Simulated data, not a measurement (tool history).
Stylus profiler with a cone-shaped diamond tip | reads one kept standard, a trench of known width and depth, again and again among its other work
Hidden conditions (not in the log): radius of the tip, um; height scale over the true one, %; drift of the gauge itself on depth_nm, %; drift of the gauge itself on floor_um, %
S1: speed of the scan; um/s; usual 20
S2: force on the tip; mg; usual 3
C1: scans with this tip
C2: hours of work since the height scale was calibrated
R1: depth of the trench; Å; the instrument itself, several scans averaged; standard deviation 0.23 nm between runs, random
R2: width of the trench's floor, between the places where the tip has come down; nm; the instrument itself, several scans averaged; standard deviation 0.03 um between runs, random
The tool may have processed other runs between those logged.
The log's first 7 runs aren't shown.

{"run": 8, "hour": 140.1, "S1": 20, "S2": 1.38, "C1": 2076, "C2": 286, "R1": 10109.8, "R2": 96480}
{"run": 9, "hour": 154.9, "S1": 20, "S2": 1.38, "C1": 2152, "C2": 296, "R1": 10107.5, "R2": 96460}
{"run": 10, "hour": 181.1, "S1": 20, "S2": 1.38, "C1": 2287, "C2": 315, "R1": 10108.6, "R2": 96430}
{"run": 11, "hour": 195.8, "S1": 20, "S2": 3, "C1": 2362, "C2": 325, "R1": 10183.7, "R2": 96440}
{"run": 12, "hour": 212.6, "S1": 13, "S2": 3, "C1": 2448, "C2": 337, "R1": 10183.2, "R2": 96540}
{"run": 13, "hour": 236.2, "S1": 13, "S2": 3, "C1": 2569, "C2": 354, "R1": 10178.3, "R2": 96460}
{"run": 14, "hour": 255.0, "S1": 13, "S2": 3, "C1": 2666, "C2": 367, "R1": 10179.7, "R2": 96500}
{"run": 15, "hour": 272.6, "S1": 13, "S2": 3, "C1": 2756, "C2": 380, "R1": 10178.5, "R2": 96530}
{"run": 16, "hour": 298.2, "S1": 15, "S2": 3, "C1": 2887, "C2": 398, "R1": 10177.7, "R2": 96520}
{"run": 17, "hour": 320.1, "S1": 15, "S2": 3, "C1": 3000, "C2": 413, "R1": 10181.9, "R2": 96520}
{"run": 18, "hour": 339.3, "S1": 15, "S2": 3, "C1": 3098, "C2": 427, "R1": 10183.6, "R2": 96570}
{"run": 19, "hour": 351.1, "S1": 15, "S2": 3, "C1": 3159, "C2": 435, "R1": 10178.1, "R2": 96520}
{"run": 20, "hour": 375.6, "S1": 20, "S2": 3, "C1": 3284, "C2": 452, "R1": 10176.7, "R2": 96510}
{"run": 21, "hour": 389.7, "S1": 20, "S2": 3, "C1": 3357, "C2": 462, "R1": 10179.6, "R2": 96550}
{"run": 22, "hour": 403.0, "S1": 8, "S2": 1.85, "C1": 3426, "C2": 472, "R1": 10127.3, "R2": 96470}
{"run": 23, "hour": 424.6, "S1": 16, "S2": 2.08, "C1": 3536, "C2": 487, "R1": 10140.5, "R2": 96510}
{"run": 24, "hour": 437.8, "S1": 22, "S2": 5.33, "C1": 3604, "C2": 496, "R1": 10260.6, "R2": 96530}
{"run": 25, "hour": 463.6, "S1": 22, "S2": 5.33, "C1": 3736, "C2": 514, "R1": 10264.1, "R2": 96490}
{"run": 26, "hour": 481.6, "S1": 22, "S2": 3.6, "C1": 3829, "C2": 527, "R1": 10199.4, "R2": 96440}
{"run": 27, "hour": 497.8, "S1": 67, "S2": 3.02, "C1": 3912, "C2": 539, "R1": 10183.9, "R2": 96390}
{"run": 28, "hour": 525.2, "S1": 73, "S2": 7.8, "C1": 4052, "C2": 558, "R1": 10337.8, "R2": 96470}
{"run": 29, "hour": 546.1, "S1": 73, "S2": 7.8, "C1": 4160, "C2": 573, "R1": 10341.8, "R2": 96450}
{"run": 30, "hour": 560.7, "S1": 16, "S2": 2.04, "C1": 4235, "C2": 583, "R1": 10140.1, "R2": 96460}
{"run": 31, "hour": 574.6, "S1": 16, "S2": 2.04, "C1": 4306, "C2": 593, "R1": 10137, "R2": 96490}

Run 32 comes next. What will it give?
{"run": 32, "hour": 588.3, "S1": 16, "S2": 2.04, "C1": 4376, "C2": 603, "R1": "?", "R2": "?"}

R1: 10135.5 Å
R2: 96500 nm
Were there no unlogged condition in the tool, this run, its random variation unchanged, would have produced R1 10135.4 Å, R2 96500 nm.
